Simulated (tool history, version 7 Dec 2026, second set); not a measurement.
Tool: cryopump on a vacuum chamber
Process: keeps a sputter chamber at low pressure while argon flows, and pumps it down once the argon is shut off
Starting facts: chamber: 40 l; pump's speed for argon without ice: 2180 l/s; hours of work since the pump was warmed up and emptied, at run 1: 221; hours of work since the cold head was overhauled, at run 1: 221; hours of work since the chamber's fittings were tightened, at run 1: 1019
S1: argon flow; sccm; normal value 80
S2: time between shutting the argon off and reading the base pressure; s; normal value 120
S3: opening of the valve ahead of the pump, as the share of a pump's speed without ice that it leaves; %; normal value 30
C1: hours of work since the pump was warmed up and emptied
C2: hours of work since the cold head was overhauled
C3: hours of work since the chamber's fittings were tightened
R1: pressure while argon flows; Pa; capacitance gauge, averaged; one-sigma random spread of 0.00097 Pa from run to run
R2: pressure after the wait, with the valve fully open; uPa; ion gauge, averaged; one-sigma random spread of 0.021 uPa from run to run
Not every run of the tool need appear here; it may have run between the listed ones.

run     day   S1   S2  S3   C1   C2    C3      R1    R2
  1       0   80  120  30  221  221  1019  0.2151  0.99
  2   0.662   80  120  30  231  231  1029  0.2137  0.96
  3   1.321   80  120  30  240  240  1038  0.2161  0.99
  4   2.075   43  120  30  251  251  1049  0.1151  0.96
  5   2.671   43  120  30  260  260  1058   0.116  0.96
  6    3.35   43  120  30  270  270  1068  0.1159  0.98
  7   4.062   43  120  30  280  280  1078  0.1156  1.01
  8   4.662   43  120  30  289  289  1087  0.1156  1.02
  9    5.15   43  120  30  296  296  1094  0.1183  1.02
 10     5.5   43  120  30  301  301  1099  0.1163  1.03
 11   5.942   43  120  30  308  308  1106  0.1165  1.07
 12   6.675   92  120  30  318  318  1117  0.2487  1.05
 13   7.254   41  120  30  327  327  1125  0.1101  1.08
 14   7.767   51  120  30  334  334  1132  0.1399  1.09
 15   8.571   80  120  30  346  346  1144  0.2188  1.06
 16   9.058   80  120  30  353  353  1151  0.2199  1.12
 17   9.533   81  120  30  360  360  1158  0.2224   1.1
 18   9.921   81  120  30  366  366  1164  0.2224  1.07
 19  10.592   48   24  33  375  375  1174  0.1211  2.05
 20  10.954   48   24  33  381  381  1179  0.1199  2.02
 21  11.771   99   24  33  393  393  1191  0.2501  2.02
 22   12.25   69   24  33  400  400  1198  0.1728  2.08
 23  12.896   69   24  33  409  409  1207  0.1732  2.09
 24  13.704   69   24  33  421  421  1219   0.175  2.17
 25  14.367   69   24  33  431  431  1229  0.1752  2.05
 26  15.004   77   65  32  440  440  1238  0.2019   1.4
 27  15.675   77   65  32  450  450  1248  0.2034  1.35
 28  16.404   69   88  30  460  460  1258  0.1915  1.29
 29   17.05   69   88  30  470  470  1268  0.1936  1.29
 30    17.6   65   30  30  478  478  1276  0.1815   1.9
 31  18.079   65   38  30  485  485  1283  0.1814  1.75
 32  18.758  102  226  30  495  495  1293  0.2877   1.1
 33  19.221   80   81  25  501  501  1299  0.2659  1.37
 34  19.892   80   81  25  511  511  1309  0.2657   1.4

Forecast each of these 4 alternatives for the next run:
     20.679  -- leaking fittings of the chamber tightened, without venting
  A  20.708  33  130  44  522  522   0   ?   ?
     20.679  -- leaking fittings of the chamber tightened, without venting
  B  20.708  32  135  25  522  522   0   ?   ?
     20.679  -- leaking fittings of the chamber tightened, without venting
  C  20.708  60   81  25  522  522   0   ?   ?
     20.679  -- leaking fittings of the chamber tightened, without venting
  D  20.708  80   27  30  522  522   0   ?   ?

run      R1    R2
  A  0.0667  0.43
  B  0.1081  0.41
  C  0.2007  0.56
  D  0.2266  1.24
What these runs would have given with no unlogged condition in the tool:
run      R1    R2
  A  0.0585  0.39
  B  0.1001  0.36
  C  0.1858  0.51
  D  0.2067  1.19

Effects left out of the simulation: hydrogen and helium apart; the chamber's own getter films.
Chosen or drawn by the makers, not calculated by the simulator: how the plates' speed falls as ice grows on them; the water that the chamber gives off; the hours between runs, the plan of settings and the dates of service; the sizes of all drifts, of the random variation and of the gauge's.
